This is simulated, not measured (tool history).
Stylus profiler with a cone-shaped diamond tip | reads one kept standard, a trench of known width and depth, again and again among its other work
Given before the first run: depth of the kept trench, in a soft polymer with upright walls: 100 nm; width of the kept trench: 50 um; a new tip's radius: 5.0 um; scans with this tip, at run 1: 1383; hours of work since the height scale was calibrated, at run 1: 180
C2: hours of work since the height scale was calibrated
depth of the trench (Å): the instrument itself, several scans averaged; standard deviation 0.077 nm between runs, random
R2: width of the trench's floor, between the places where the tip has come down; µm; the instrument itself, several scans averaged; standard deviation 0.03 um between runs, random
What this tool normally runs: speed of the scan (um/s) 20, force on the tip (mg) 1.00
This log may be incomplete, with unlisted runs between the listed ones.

Run 1, hour 0.0: usual settings; scans with this tip 1383; C2 180. Result: depth of the trench (Å) 1003.2, R2 47.78 µm.
Run 2, hour 25.5: usual settings; scans with this tip 1494; C2 195. Result: depth of the trench (Å) 1004.2, R2 47.83 µm.
Run 3, hour 64.1: usual settings but speed of the scan (um/s) 12; scans with this tip 1663; C2 217. Result: depth of the trench (Å) 1004.8, R2 47.78 µm.
Run 4, hour 92.5: usual settings but speed of the scan (um/s) 34; scans with this tip 1788; C2 233. Result: depth of the trench (Å) 1001.8, R2 47.67 µm.
Run 5, hour 111.3: usual settings but speed of the scan (um/s) 34; scans with this tip 1870; C2 244. Result: depth of the trench (Å) 1003.0, R2 47.67 µm.
Run 6, hour 143.9: usual settings; scans with this tip 2012; C2 262. Result: depth of the trench (Å) 1002.7, R2 47.72 µm.
Run 7, hour 167.4: usual settings; scans with this tip 2115; C2 276. Result: depth of the trench (Å) 1002.9, R2 47.79 µm.
Run 8, hour 193.4: usual settings; scans with this tip 2228; C2 291. Result: depth of the trench (Å) 1004.9, R2 47.68 µm.
Run 9, hour 220.2: usual settings; scans with this tip 2346; C2 306. Result: depth of the trench (Å) 1004.1, R2 47.72 µm.
Run 10, hour 239.6: usual settings; scans with this tip 2431; C2 317. Result: depth of the trench (Å) 1003.3, R2 47.70 µm.
Run 11, hour 259.3: usual settings; scans with this tip 2517; C2 328. Result: depth of the trench (Å) 1003.9, R2 47.72 µm.
Run 12, hour 293.0: usual settings but speed of the scan (um/s) 5; scans with this tip 2664; C2 347. Result: depth of the trench (Å) 1005.2, R2 47.82 µm.
Run 13, hour 330.0: usual settings but speed of the scan (um/s) 56; scans with this tip 2826; C2 368. Result: depth of the trench (Å) 1003.7, R2 47.47 µm.
Run 14, hour 352.2: usual settings but speed of the scan (um/s) 56; scans with this tip 2923; C2 381. Result: depth of the trench (Å) 1004.3, R2 47.42 µm.
Run 15, hour 376.8: usual settings but speed of the scan (um/s) 7; scans with this tip 3030; C2 395. Result: depth of the trench (Å) 1005.0, R2 47.79 µm.
Run 16, hour 407.3: usual settings but speed of the scan (um/s) 7; scans with this tip 3163; C2 412. Result: depth of the trench (Å) 1004.6, R2 47.78 µm.
Run 17, hour 445.8: usual settings; scans with this tip 3332; C2 434. Result: depth of the trench (Å) 1004.7, R2 47.66 µm.
Run 18, hour 479.3: usual settings but speed of the scan (um/s) 63; scans with this tip 3478; C2 453. Result: depth of the trench (Å) 1002.9, R2 47.34 µm.
Run 19, hour 505.1: usual settings but speed of the scan (um/s) 63; scans with this tip 3591; C2 468. Result: depth of the trench (Å) 1003.7, R2 47.39 µm.
Run 20, hour 542.1: usual settings but speed of the scan (um/s) 19; scans with this tip 3753; C2 489. Result: depth of the trench (Å) 1003.5, R2 47.66 µm.
Run 21, hour 563.1: usual settings but speed of the scan (um/s) 19; scans with this tip 3845; C2 501. Result: depth of the trench (Å) 1004.4, R2 47.66 µm.
Run 22, hour 596.6: usual settings but speed of the scan (um/s) 19; scans with this tip 3991; C2 520. Result: depth of the trench (Å) 1004.2, R2 47.65 µm.
Run 23, hour 615.0: usual settings but speed of the scan (um/s) 19; scans with this tip 4071; C2 531. Result: depth of the trench (Å) 1004.4, R2 47.67 µm.
Run 24, hour 635.9: usual settings but speed of the scan (um/s) 18, force on the tip (mg) 0.39; scans with this tip 4163; C2 543. Result: depth of the trench (Å) 1001.8, R2 47.55 µm.
Run 25, hour 666.2: usual settings but speed of the scan (um/s) 36, force on the tip (mg) 1.29; scans with this tip 4295; C2 560. Result: depth of the trench (Å) 1006.2, R2 47.59 µm.
Run 26, hour 697.3: usual settings but speed of the scan (um/s) 36, force on the tip (mg) 1.29; scans with this tip 4431; C2 578. Result: depth of the trench (Å) 1005.3, R2 47.48 µm.
Run 27, hour 720.5: usual settings but speed of the scan (um/s) 26, force on the tip (mg) 1.29; scans with this tip 4533; C2 591. Result: depth of the trench (Å) 1005.5, R2 47.60 µm.
Run 28, hour 737.9: usual settings but force on the tip (mg) 0.55; scans with this tip 4609; C2 601. Result: depth of the trench (Å) 1004.8, R2 47.55 µm.
Run 29, hour 774.4: usual settings but force on the tip (mg) 2.26; scans with this tip 4768; C2 622. Result: depth of the trench (Å) 1007.3, R2 47.66 µm.
Run 30, hour 800.4: usual settings but force on the tip (mg) 2.26; scans with this tip 4882; C2 637. Result: depth of the trench (Å) 1007.1, R2 47.62 µm.
Run 31, hour 820.8: usual settings but speed of the scan (um/s) 71, force on the tip (mg) 2.26; scans with this tip 4971; C2 648. Result: depth of the trench (Å) 1006.2, R2 47.37 µm.
Run 32, hour 849.8: usual settings but speed of the scan (um/s) 77, force on the tip (mg) 0.39; scans with this tip 5098; C2 665. Result: depth of the trench (Å) 1003.5, R2 46.80 µm.
Run 33, hour 886.6: usual settings but speed of the scan (um/s) 77, force on the tip (mg) 0.39; scans with this tip 5259; C2 686. Result: depth of the trench (Å) 1003.8, R2 46.86 µm.
Run 34, hour 924.5: usual settings but speed of the scan (um/s) 6, force on the tip (mg) 1.11; scans with this tip 5425; C2 707. Result: depth of the trench (Å) 1007.6, R2 47.71 µm.
Run 35, hour 960.7: usual settings but speed of the scan (um/s) 34; scans with this tip 5583; C2 728. Result: depth of the trench (Å) 1006.2, R2 47.45 µm.
Run 36, hour 991.8: usual settings but speed of the scan (um/s) 9, force on the tip (mg) 2.38; scans with this tip 5719; C2 746. Result: depth of the trench (Å) 1008.4, R2 47.67 µm.
Run 37, hour 1023.6: usual settings but speed of the scan (um/s) 8, force on the tip (mg) 1.52; scans with this tip 5858; C2 764. Result: depth of the trench (Å) 1006.0, R2 47.66 µm.
Run 38, hour 1058.3: usual settings but speed of the scan (um/s) 67, force on the tip (mg) 2.72; scans with this tip 6010; C2 784. Result: depth of the trench (Å) 1007.6, R2 47.40 µm.
Run 39, hour 1077.1: usual settings but speed of the scan (um/s) 75, force on the tip (mg) 0.48; scans with this tip 6091; C2 794. Result: depth of the trench (Å) 1005.3, R2 46.82 µm.
Run 40, hour 1114.2: usual settings but speed of the scan (um/s) 13, force on the tip (mg) 0.73; scans with this tip 6254; C2 815. Result: depth of the trench (Å) 1003.9, R2 47.54 µm.
Run 41, hour 1135.3: usual settings but speed of the scan (um/s) 40, force on the tip (mg) 0.97; scans with this tip 6346; C2 827. Result: depth of the trench (Å) 1006.4, R2 47.38 µm.
Run 42, hour 1158.9: usual settings but force on the tip (mg) 1.60; scans with this tip 6449; C2 841. Result: depth of the trench (Å) 1007.1, R2 47.55 µm.
Run 43, hour 1192.5: usual settings but force on the tip (mg) 0.61; scans with this tip 6596; C2 860. Result: depth of the trench (Å) 1004.3, R2 47.49 µm.
Run 44, hour 1217.9: usual settings but force on the tip (mg) 3.00; scans with this tip 6707; C2 874. Result: depth of the trench (Å) 1008.5, R2 47.58 µm.
Run 45, hour 1236.7: usual settings but speed of the scan (um/s) 23, force on the tip (mg) 2.16; scans with this tip 6789; C2 885. Result: depth of the trench (Å) 1008.1, R2 47.59 µm.
Run 46, hour 1253.8: usual settings but speed of the scan (um/s) 5, force on the tip (mg) 0.68; scans with this tip 6864; C2 895. Result: depth of the trench (Å) 1004.6, R2 47.60 µm.

What would each run have given without the hidden state, its run-to-run variation left as it was?
Hidden conditions of the tool in this case: radius of the tip, um; height scale over the true one, %; drift of the gauge itself on depth_nm, %; drift of the gauge itself on floor_um, %.
run  depth of the trench (Å)     R2
  1                   1003.2  47.87
  2                   1004.1  47.92
  3                   1004.7  47.89
  4                   1001.6  47.78
  5                   1002.8  47.79
  6                   1002.4  47.84
  7                   1002.6  47.92
  8                   1004.6  47.81
  9                   1003.7  47.85
 10                   1002.9  47.84
 11                   1003.5  47.87
 12                   1004.7  47.97
 13                   1003.1  47.63
 14                   1003.7  47.58
 15                   1004.3  47.96
 16                   1003.9  47.95
 17                   1003.9  47.84
 18                   1002.0  47.53
 19                   1002.8  47.58
 20                   1002.5  47.86
 21                   1003.4  47.86
 22                   1003.1  47.87
 23                   1003.3  47.89
 24                   1000.6  47.78
 25                   1005.0  47.82
 26                   1004.1  47.72
 27                   1004.2  47.84
 28                   1003.5  47.79
 29                   1005.8  47.92
 30                   1005.7  47.88
 31                   1004.7  47.63
 32                   1001.9  47.07
 33                   1002.2  47.14
 34                   1005.9  48.00
 35                   1004.4  47.74
 36                   1006.6  47.97
 37                   1004.1  47.96
 38                   1005.7  47.71
 39                   1003.3  47.14
 40                   1001.9  47.86
 41                   1004.4  47.71
 42                   1005.0  47.88
 43                   1002.1  47.83
 44                   1006.2  47.92
 45                   1005.8  47.93
 46                   1002.3  47.95
